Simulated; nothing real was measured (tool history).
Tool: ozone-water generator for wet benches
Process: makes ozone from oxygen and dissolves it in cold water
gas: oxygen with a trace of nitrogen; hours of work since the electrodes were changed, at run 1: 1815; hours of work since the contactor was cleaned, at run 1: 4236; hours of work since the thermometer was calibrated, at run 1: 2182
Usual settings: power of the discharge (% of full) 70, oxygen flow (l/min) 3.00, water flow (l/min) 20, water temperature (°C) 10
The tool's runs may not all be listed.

| run | hour | power of the discharge (% of full) | oxygen flow (l/min) | water flow (l/min) | water temperature (°C) | hours of work since the electrodes were changed | hours of work since the contactor was cleaned | hours of work since the thermometer was calibrated | dissolved ozone (ppm) | ozone in the gas ahead of the water (g/m3) |
|---|---|---|---|---|---|---|---|---|---|---|
| 1 | 0.0 | 70 | 3.00 | 20 | 10 | 1815 | 4236 | 2182 | 20.7 | 256.8 |
| 2 | 136.3 | 70 | 3.00 | 20 | 10 | 1942 | 4364 | 2309 | 20.7 | 249.9 |
| 3 | 197.0 | 70 | 3.00 | 20 | 10 | 1999 | 4420 | 2366 | 20.7 | 252.3 |
| 4 | 270.7 | 70 | 3.00 | 20 | 10 | 2068 | 4489 | 2435 | 20.6 | 251.6 |
| 5 | 412.8 | 70 | 3.00 | 20 | 10 | 2200 | 4622 | 2567 | 20.2 | 250.8 |
| 6 | 550.1 | 70 | 3.00 | 20 | 10 | 2328 | 4750 | 2695 | 19.9 | 249.3 |
| 7 | 686.4 | 70 | 3.00 | 20 | 10 | 2456 | 4877 | 2823 | 20.0 | 249.4 |
| 8 | 793.2 | 70 | 3.00 | 20 | 8 | 2555 | 4977 | 2922 | 20.4 | 246.8 |
| 9 | 865.2 | 70 | 3.00 | 20 | 8 | 2623 | 5044 | 2990 | 20.5 | 242.8 |
| 10 | 965.9 | 70 | 3.00 | 20 | 10 | 2717 | 5138 | 3084 | 19.9 | 244.6 |
|  | 1046.4 | contactor cleaned |
| 11 | 1095.5 | 70 | 3.00 | 20 | 10 | 2834 | 46 | 3201 | 19.3 | 245.1 |
| 12 | 1211.4 | 52 | 3.00 | 20 | 10 | 2942 | 154 | 3309 | 16.9 | 210.1 |
| 13 | 1309.1 | 52 | 3.00 | 20 | 10 | 3033 | 245 | 3400 | 16.7 | 210.5 |
| 14 | 1407.7 | 52 | 3.00 | 20 | 12 | 3125 | 337 | 3492 | 16.5 | 209.6 |
| 15 | 1511.6 | 52 | 3.00 | 20 | 12 | 3222 | 434 | 3589 | 16.2 | 209.2 |
|  | 1589.9 | water thermometer calibrated |
| 16 | 1608.2 | 70 | 1.68 | 20 | 10 | 3312 | 524 | 17 | 16.6 | 330.9 |
|  | 1700.3 | contactor cleaned, once more |
| 17 | 1700.3 | 70 | 1.68 | 20 | 10 | 3394 | 0 | 99 | 17.1 | 325.2 |
| 18 | 1808.2 | 70 | 3.86 | 18 | 10 | 3495 | 101 | 200 | 22.2 | 203.4 |
| 19 | 1914.7 | 98 | 2.45 | 13 | 8 | 3594 | 200 | 299 | 34.2 | 303.4 |
| 20 | 2031.1 | 70 | 3.00 | 30 | 6 | 3703 | 309 | 408 | 12.6 | 232.3 |
| 21 | 2105.9 | 70 | 2.29 | 30 | 13 | 3773 | 379 | 478 | 11.1 | 268.7 |
| 22 | 2181.2 | 70 | 3.00 | 29 | 7 | 3843 | 449 | 548 | 13.1 | 231.5 |
| 23 | 2290.4 | 50 | 1.55 | 29 | 11 | 3945 | 551 | 650 | 8.6 | 283.9 |
| 24 | 2403.5 | 50 | 1.55 | 29 | 11 | 4051 | 657 | 756 | 8.8 | 284.3 |
| 25 | 2517.2 | 50 | 1.71 | 26 | 11 | 4157 | 763 | 862 | 10.4 | 267.3 |
| 26 | 2658.6 | 50 | 1.71 | 26 | 11 | 4289 | 895 | 994 | 10.3 | 265.2 |
| 27 | 2741.1 | 50 | 1.71 | 26 | 11 | 4366 | 972 | 1071 | 10.4 | 264.2 |
| 28 | 2814.5 | 70 | 3.00 | 17 | 8 | 4434 | 1040 | 1140 | 21.9 | 221.7 |
| 29 | 2923.5 | 91 | 2.46 | 28 | 13 | 4536 | 1142 | 1241 | 13.4 | 274.6 |
| 30 | 2998.6 | 42 | 3.00 | 20 | 7 | 4606 | 1212 | 1311 | 14.9 | 178.4 |
| 31 | 3090.1 | 42 | 3.00 | 20 | 7 | 4692 | 1297 | 1397 | 14.7 | 177.4 |

Some steps in dissolved ozone (ppm) between neighbouring runs. How much of each would the tool show without its hidden state too (settings, what came in, random variation), and how much is left for the hidden state, with any gauge scatter that isn't in both results?
The hidden state here: yield of the discharge, % of new electrodes'; contactor's efficiency, % of a clean one's; true water temperature over the reading, C; drift of the gauge itself on ozone_ppm, %; drift of the gauge itself on gas_g_m3, %.
Run 18 -> 19: power of the discharge (% of full) 70 -> 98, oxygen flow (l/min) 3.86 -> 2.45, water flow (l/min) 18 -> 13, water temperature (°C) 10 -> 8. dissolved ozone (ppm) +12.0: hidden state -3.5, all else +15.5.
Run 19 -> 20: power of the discharge (% of full) 98 -> 70, oxygen flow (l/min) 2.45 -> 3.00, water flow (l/min) 13 -> 30, water temperature (°C) 8 -> 6. dissolved ozone (ppm) -21.6: hidden state +5.2, all else -26.8.
Run 27 -> 28: power of the discharge (% of full) 50 -> 70, oxygen flow (l/min) 1.71 -> 3.00, water flow (l/min) 26 -> 17, water temperature (°C) 11 -> 8. dissolved ozone (ppm) +11.5: hidden state -3.4, all else +14.9.

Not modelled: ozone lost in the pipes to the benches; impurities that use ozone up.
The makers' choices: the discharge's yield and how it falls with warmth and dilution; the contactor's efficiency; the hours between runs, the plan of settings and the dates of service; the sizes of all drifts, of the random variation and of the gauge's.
